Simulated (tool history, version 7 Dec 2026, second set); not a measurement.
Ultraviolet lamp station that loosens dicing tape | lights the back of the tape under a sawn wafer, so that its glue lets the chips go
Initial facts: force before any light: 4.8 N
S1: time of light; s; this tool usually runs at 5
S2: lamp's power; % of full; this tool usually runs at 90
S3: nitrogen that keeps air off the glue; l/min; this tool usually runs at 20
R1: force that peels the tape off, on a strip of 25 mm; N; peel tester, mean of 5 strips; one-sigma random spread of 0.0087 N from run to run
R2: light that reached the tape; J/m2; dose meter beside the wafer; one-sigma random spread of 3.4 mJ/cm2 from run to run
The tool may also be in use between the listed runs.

| run | hour | S1 | S2 | S3 | R1 | R2 |
|---|---|---|---|---|---|---|
| 1 | 0 | 5 | 90 | 20 | 0.375 | 5610 |
| 2 | 6.4 | 5 | 90 | 20 | 0.362 | 5570 |
| 3 | 15.6 | 5 | 90 | 20 | 0.343 | 5570 |
| 4 | 26.5 | 5 | 90 | 9 | 0.521 | 5600 |
| 5 | 33.7 | 5 | 90 | 20 | 0.363 | 5540 |
| 6 | 43.2 | 5 | 64 | 20 | 0.71 | 3930 |
| 7 | 55.6 | 3 | 90 | 20 | 0.918 | 3410 |
| 8 | 68.1 | 5 | 90 | 20 | 0.354 | 5540 |
| 9 | 79.1 | 5 | 90 | 20 | 0.356 | 5640 |
| 10 | 88 | 5 | 90 | 20 | 0.338 | 5580 |
| 11 | 93.2 | 5 | 90 | 20 | 0.354 | 5590 |
| 12 | 102.7 | 5 | 90 | 8 | 0.579 | 5580 |
| 13 | 114.3 | 5 | 90 | 7 | 0.615 | 5570 |
| 14 | 119.5 | 5 | 90 | 7 | 0.595 | 5590 |
| 15 | 127.8 | 5 | 90 | 7 | 0.604 | 5590 |
| 16 | 134.3 | 5 | 90 | 7 | 0.605 | 5490 |
| 17 | 146.6 | 5 | 90 | 7 | 0.611 | 5570 |
| 18 | 154.5 | 5 | 90 | 27 | 0.311 | 5570 |
| 19 | 164.3 | 5 | 90 | 36 | 0.27 | 5590 |
| 20 | 171.9 | 5 | 90 | 36 | 0.289 | 5600 |
| 21 | 181.3 | 5 | 90 | 32 | 0.274 | 5550 |
| 22 | 191.6 | 5 | 90 | 32 | 0.285 | 5570 |
| 23 | 202.9 | 5 | 61 | 37 | 0.606 | 3740 |
| 24 | 214.9 | 3 | 91 | 30 | 0.819 | 3410 |
| 25 | 222.5 | 4 | 66 | 30 | 0.848 | 3270 |
| 26 | 228.2 | 7 | 86 | 7 | 0.334 | 7530 |
| 27 | 237.2 | 5 | 98 | 27 | 0.257 | 6090 |
| 28 | 247.9 | 5 | 98 | 27 | 0.252 | 6100 |
| 29 | 253.6 | 2 | 73 | 9 | 2.372 | 1810 |
| 30 | 260.2 | 6 | 77 | 13 | 0.411 | 5670 |
| 31 | 267.5 | 5 | 86 | 20 | 0.392 | 5360 |
| 32 | 274.3 | 2 | 84 | 20 | 1.751 | 2030 |
| 33 | 279.5 | 6 | 77 | 25 | 0.313 | 5700 |
| 34 | 291.7 | 8 | 80 | 17 | 0.171 | 7950 |
| 35 | 299.1 | 5 | 90 | 20 | 0.353 | 5640 |
| 36 | 304.7 | 7 | 99 | 20 | 0.134 | 8570 |
| 37 | 314.9 | 7 | 99 | 20 | 0.137 | 8540 |
| 38 | 327 | 6 | 82 | 20 | 0.289 | 6110 |
| 39 | 338.7 | 6 | 82 | 20 | 0.28 | 6100 |
| 40 | 344.5 | 3 | 70 | 11 | 1.552 | 2580 |
| 41 | 355 | 3 | 70 | 11 | 1.526 | 2600 |
| 42 | 366.6 | 5 | 95 | 20 | 0.322 | 5880 |
| 43 | 377.4 | 9 | 96 | 20 | 0.098 | 10650 |

Taken out of this log: 1 entry between the listed runs. Where each belongs, and how the hidden state differs across it:
Logged between run 12 and run 13: window cleaned of glue's vapour (hour 108)
  light that the window lets through, % of a clean one's: 99.9 -> 100
